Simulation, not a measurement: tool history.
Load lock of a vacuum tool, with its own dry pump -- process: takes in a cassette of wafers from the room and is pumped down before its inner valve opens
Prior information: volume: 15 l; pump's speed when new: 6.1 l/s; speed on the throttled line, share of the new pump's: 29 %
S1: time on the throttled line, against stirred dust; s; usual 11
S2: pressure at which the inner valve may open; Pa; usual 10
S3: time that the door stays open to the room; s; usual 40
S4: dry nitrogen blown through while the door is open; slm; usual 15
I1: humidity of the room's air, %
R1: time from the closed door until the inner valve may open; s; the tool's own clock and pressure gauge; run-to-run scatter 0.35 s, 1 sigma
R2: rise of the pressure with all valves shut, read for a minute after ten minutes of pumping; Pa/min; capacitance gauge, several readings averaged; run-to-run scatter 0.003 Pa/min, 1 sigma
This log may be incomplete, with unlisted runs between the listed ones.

Run 1, hour 0.0: usual settings; I1 46.4. Result: R1 33.3 s, R2 0.124 Pa/min.
Run 2, hour 130.4: usual settings; I1 45.9. Result: R1 33.3 s, R2 0.129 Pa/min.
Run 3, hour 264.8: usual settings; I1 45.5. Result: R1 33.3 s, R2 0.131 Pa/min.
Run 4, hour 400.3: usual settings; I1 47.1. Result: R1 33.4 s, R2 0.135 Pa/min.
Run 5, hour 544.0: usual settings; I1 45.1. Result: R1 33.2 s, R2 0.135 Pa/min.
Run 6, hour 672.5: usual settings; I1 47.1. Result: R1 33.8 s, R2 0.135 Pa/min.
Run 7, hour 796.7: usual settings; I1 43.9. Result: R1 33.9 s, R2 0.151 Pa/min.
Run 8, hour 900.9: usual settings but S3 27 s; I1 44.0. Result: R1 33.0 s, R2 0.148 Pa/min.
Run 9, hour 969.8: usual settings but S3 27 s; I1 45.8. Result: R1 33.5 s, R2 0.144 Pa/min.
Run 10, hour 1064.4: usual settings but S3 27 s; I1 45.9. Result: R1 33.6 s, R2 0.146 Pa/min.
Run 11, hour 1126.8: usual settings but S3 27 s; I1 44.4. Result: R1 34.0 s, R2 0.145 Pa/min.
Run 12, hour 1189.1: usual settings but S3 27 s; I1 43.5. Result: R1 33.6 s, R2 0.153 Pa/min.
Run 13, hour 1296.5: usual settings but S1 19 s; I1 42.5. Result: R1 38.8 s, R2 0.158 Pa/min.
Run 14, hour 1437.3: usual settings but S1 19 s; I1 46.0. Result: R1 39.0 s, R2 0.164 Pa/min.
Run 15, hour 1504.7: usual settings but S2 7 Pa, S3 146 s, S4 5 slm; I1 46.9. Result: R1 35.5 s, R2 0.205 Pa/min.
Run 16, hour 1574.2: usual settings but S2 8 Pa, S4 12 slm; I1 45.4. Result: R1 34.6 s, R2 0.168 Pa/min.
Run 17, hour 1666.4: usual settings but S2 8 Pa, S4 12 slm; I1 43.4. Result: R1 35.2 s, R2 0.177 Pa/min.
Run 18, hour 1763.1: usual settings but S2 8 Pa, S4 12 slm; I1 43.5. Result: R1 34.2 s, R2 0.174 Pa/min.
Run 19, hour 1880.4: usual settings but S2 14 Pa, S3 72 s, S4 12 slm; I1 45.0. Result: R1 32.8 s, R2 0.191 Pa/min.
Run 20, hour 1986.1: usual settings but S3 90 s; I1 40.7. Result: R1 34.0 s, R2 0.194 Pa/min.
Run 21, hour 2087.2: usual settings but S3 81 s, S4 18 slm; I1 43.1. Result: R1 33.8 s, R2 0.190 Pa/min.
Run 22, hour 2194.6: usual settings but S2 20 Pa, S3 206 s, S4 38 slm; I1 44.6. Result: R1 31.9 s, R2 0.206 Pa/min.
Run 23, hour 2317.0: usual settings but S2 20 Pa, S3 206 s, S4 38 slm; I1 44.3. Result: R1 31.8 s, R2 0.207 Pa/min.
Run 24, hour 2386.2: usual settings but S3 99 s, S4 6 slm; I1 45.0. Result: R1 34.4 s, R2 0.217 Pa/min.
Run 25, hour 2476.1: usual settings but S3 99 s, S4 6 slm; I1 46.2. Result: R1 34.2 s, R2 0.220 Pa/min.

Branching from run 25: 3 alternative next runs. What would each branch give?
Run A, hour 2608.2: usual settings but S2 16 Pa, S3 99 s, S4 6 slm; I1 45.1. Result: R1 ?, R2 ?.
Run B, hour 2608.2: usual settings but S2 11 Pa, S4 12 slm; I1 45.5. Result: R1 ?, R2 ?.
Run C, hour 2608.2: usual settings but S3 44 s, S4 43 slm; I1 46.8. Result: R1 ?, R2 ?.

run    R1     R2
  A  33.1  0.230
  B  33.7  0.204
  C  33.8  0.193
With no hidden state in the tool, these same runs would have given:
run    R1     R2
  A  29.5  0.063
  B  30.0  0.035
  C  30.0  0.025
